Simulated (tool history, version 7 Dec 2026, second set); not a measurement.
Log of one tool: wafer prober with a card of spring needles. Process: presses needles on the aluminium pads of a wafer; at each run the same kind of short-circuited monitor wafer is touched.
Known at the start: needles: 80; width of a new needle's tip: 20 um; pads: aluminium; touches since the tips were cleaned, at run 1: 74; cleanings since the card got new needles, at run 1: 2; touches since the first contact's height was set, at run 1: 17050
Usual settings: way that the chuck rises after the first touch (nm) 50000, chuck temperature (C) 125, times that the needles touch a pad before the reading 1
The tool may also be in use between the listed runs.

run,hour,way that the chuck rises after the first touch (nm),chuck temperature (C),times that the needles touch a pad before the reading,touches since the tips were cleaned,cleanings since the card got new needles,touches since the first contact's height was set,resistance of one needle with its contact and lead (mohm),way that a needle slides on the pad (nm)
1,0.0,50000,125,1,74,2,17050,229,9130
2,15.6,52000,125,1,3734,2,20710,284,9520
# hour 36.3: tips cleaned on abrasive film
3,36.3,50000,104,1,0,3,25529,344,9150
4,51.2,50000,104,1,3493,3,29022,321,9160
# hour 73.9: tips cleaned on abrasive film
5,76.2,50000,104,1,525,4,34849,235,9050
6,101.1,50000,125,1,6351,4,40675,305,9110
# hour 112.2: tips cleaned on abrasive film
7,122.2,50000,125,1,2328,5,45601,266,9060
8,140.1,50000,125,1,6523,5,49796,308,9100
# hour 149.8: tips cleaned on abrasive film
9,173.8,50000,125,1,5604,6,57661,300,9030
# hour 186.0: tips cleaned on abrasive film, once more
10,198.8,50000,125,1,2999,7,63494,286,9070
# hour 221.8: tips cleaned on abrasive film
11,223.4,50000,125,1,371,8,69234,238,9050
12,237.8,50000,125,1,3745,8,72608,297,9040
# hour 258.9: tips cleaned on abrasive film
13,267.5,50000,125,1,2016,9,79538,272,9010
14,282.6,50000,125,1,5572,9,83094,305,9030
# hour 296.3: tips cleaned on abrasive film
15,298.3,50000,125,1,473,10,86741,244,8950
16,319.2,50000,125,1,5368,10,91636,309,9010
# hour 332.8: tips cleaned on abrasive film
17,352.1,50000,125,1,4522,11,99318,296,8990
# hour 369.8: tips cleaned on abrasive film
18,377.9,68000,98,2,1899,12,105343,229,12250
19,392.0,68000,36,3,5195,12,108639,213,12250
# hour 406.2: tips cleaned on abrasive film
20,418.9,45000,36,3,2958,13,114909,237,7980
# hour 442.6: tips cleaned on abrasive film
21,448.7,57000,37,2,1432,14,121879,220,10240
22,472.2,57000,37,2,6945,14,127392,251,10210
# hour 479.3: tips cleaned on abrasive film
23,488.0,32000,110,1,2035,15,131051,355,5620
24,506.7,41000,83,3,6412,15,135428,270,7280
# hour 517.4: tips cleaned on abrasive film
25,536.7,41000,83,3,4522,16,142439,266,7200
# hour 555.1: tips cleaned on abrasive film
26,558.4,41000,83,3,788,17,147508,234,7200
27,572.9,41000,83,3,4174,17,150894,260,7310
28,589.0,60000,83,3,7945,17,154665,236,10740
# hour 592.0: tips cleaned on abrasive film
29,611.2,60000,83,3,4490,18,159842,232,10700
# hour 628.1: tips cleaned on abrasive film
30,634.2,35000,125,2,1436,19,165219,284,5990
31,657.7,32000,26,2,6929,19,170712,377,5560
# hour 664.6: tips cleaned on abrasive film
32,672.1,54000,46,1,1754,20,174056,253,9480
33,697.5,68000,51,3,7714,20,180016,224,12180

Measured less the same run without the tool's hidden state. The same run-to-run variation is in both; the gauge's scatter may not be:
The hidden state here: debris on the tips, nm; way that the needles fall short of the set height, um; tips' diameter, um; drift of the gauge itself on contact_mohm, %; drift of the gauge itself on scrub_um, %.
run,resistance of one needle with its contact and lead (mohm),way that a needle slides on the pad (nm)
1,+9,-40
2,+66,-30
3,+129,-50
4,+111,-50
5,+22,-70
6,+86,-70
7,+50,-90
8,+87,-90
9,+83,-110
10,+65,-130
11,+19,-150
12,+74,-140
13,+54,-170
14,+88,-170
15,+21,-180
16,+87,-180
17,+80,-200
18,+17,-220
19,+20,-220
20,+35,-240
21,+24,-260
22,+52,-260
23,+127,-280
24,+55,-280
25,+50,-300
26,+18,-320
27,+47,-310
28,+28,-310
29,+24,-330
30,+55,-360
31,+171,-360
32,+51,-370
33,+24,-380
